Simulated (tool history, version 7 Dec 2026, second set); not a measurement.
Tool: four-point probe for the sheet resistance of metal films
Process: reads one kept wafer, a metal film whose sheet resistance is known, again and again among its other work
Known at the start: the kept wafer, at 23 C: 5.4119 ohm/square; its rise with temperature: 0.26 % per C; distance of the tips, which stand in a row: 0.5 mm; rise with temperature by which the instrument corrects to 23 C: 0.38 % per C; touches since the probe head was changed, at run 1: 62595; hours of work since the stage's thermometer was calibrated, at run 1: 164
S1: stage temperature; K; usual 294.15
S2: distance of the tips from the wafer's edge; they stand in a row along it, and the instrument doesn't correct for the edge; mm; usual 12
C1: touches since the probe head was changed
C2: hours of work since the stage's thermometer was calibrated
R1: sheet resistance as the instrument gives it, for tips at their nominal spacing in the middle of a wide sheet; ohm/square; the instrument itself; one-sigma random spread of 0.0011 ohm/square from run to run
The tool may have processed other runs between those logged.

run	hour	S1	S2	C1	C2	R1
1	0.0	294.15	12	62595	164	5.374514
2	7.5	294.15	5	63018	168	5.397233
3	15.5	294.15	5	63465	174	5.397511
4	26.2	294.15	5	64066	180	5.396922
5	33.0	294.15	12	64447	185	5.372293
6	40.0	294.15	12	64844	189	5.371460
7	49.4	294.15	12	65369	195	5.371470
8	59.0	294.15	12	65911	201	5.370572
9	67.4	294.15	12	66385	206	5.370158
10	82.3	294.15	12	67219	216	5.371597
11	91.3	294.15	5	67726	221	5.391269
12	99.7	294.15	5	68197	227	5.392521
13	113.1	299.15	5	68953	235	5.358651
14	119.7	299.15	5	69326	239	5.358392
15	129.7	299.15	5	69886	246	5.360377
16	136.4	294.15	4	70261	250	5.407444
17	144.4	294.15	4	70714	255	5.406883
18	151.6	297.15	12	71117	259	5.348800
19	166.0	297.15	12	71924	268	5.347006
20	179.5	297.15	12	72683	277	5.348037
21	193.1	297.15	12	73451	286	5.347276
22	202.7	306.15	12	73988	292	5.289238
23	212.7	296.15	22	74552	298	5.348166
24	227.1	301.15	5	75359	307	5.342414
25	233.8	301.15	5	75735	311	5.341660
26	248.1	298.15	5	76543	320	5.360528
27	258.2	295.15	10	77107	327	5.360665
28	264.8	301.15	6	77478	331	5.333698
29	276.7	301.15	18	78150	338	5.313001
30	287.0	301.15	12	78726	345	5.316186
# hour 288.4: stage's thermometer calibrated
31	298.2	305.15	5	79329	6	5.315895
# hour 305.3: new probe head fitted
32	310.3	306.15	6	279	13	5.348099
33	317.6	301.15	12	692	18	5.364385
# hour 330.7: stage's thermometer calibrated, once more
34	332.5	294.15	12	1502	1	5.411578
35	346.3	294.15	12	2276	10	5.411523
36	353.2	306.15	17	2665	14	5.332153
37	361.3	306.15	17	3119	19	5.332341
38	370.0	307.15	12	3608	25	5.326518
39	384.1	307.15	6	4400	34	5.341958
40	390.4	296.15	72	4757	38	5.393043
41	404.2	297.15	10	5530	46	5.392868
42	412.9	297.15	10	6020	52	5.391163
43	420.3	292.15	10	6438	57	5.424959
44	430.9	297.15	3	7029	63	5.463227

Pick out some run-to-run changes in R1. Of each, how much would a tool without hidden state show as well, from the settings, what came in and chance, and how much is left for the hidden state and any gauge scatter not in both results compared?
The tool's hidden condition here consists of: inner tips' distance over the nominal, %; tips' flats over new ones', %; wafer's true temperature over the reading, C; drift of the gauge itself on sheet_ohm, %.
Run 17 -> 18: S1 294.15 -> 297.15, S2 4 -> 12. R1 -0.058083 ohm/square: hidden state +0.000355, all else -0.058438.
Run 22 -> 23: S1 306.15 -> 296.15, S2 12 -> 22. R1 +0.058928 ohm/square: hidden state -0.001183, all else +0.060111.
Run 31 -> 32: S1 305.15 -> 306.15, S2 5 -> 6, new probe head fitted. R1 +0.032204 ohm/square: hidden state +0.049376, all else -0.017172.
Run 33 -> 34: S1 301.15 -> 294.15, stage's thermometer calibrated, once more. R1 +0.047193 ohm/square: hidden state +0.001514, all else +0.045679.
Run 35 -> 36: S1 294.15 -> 306.15, S2 12 -> 17. R1 -0.079370 ohm/square: hidden state -0.000046, all else -0.079324.

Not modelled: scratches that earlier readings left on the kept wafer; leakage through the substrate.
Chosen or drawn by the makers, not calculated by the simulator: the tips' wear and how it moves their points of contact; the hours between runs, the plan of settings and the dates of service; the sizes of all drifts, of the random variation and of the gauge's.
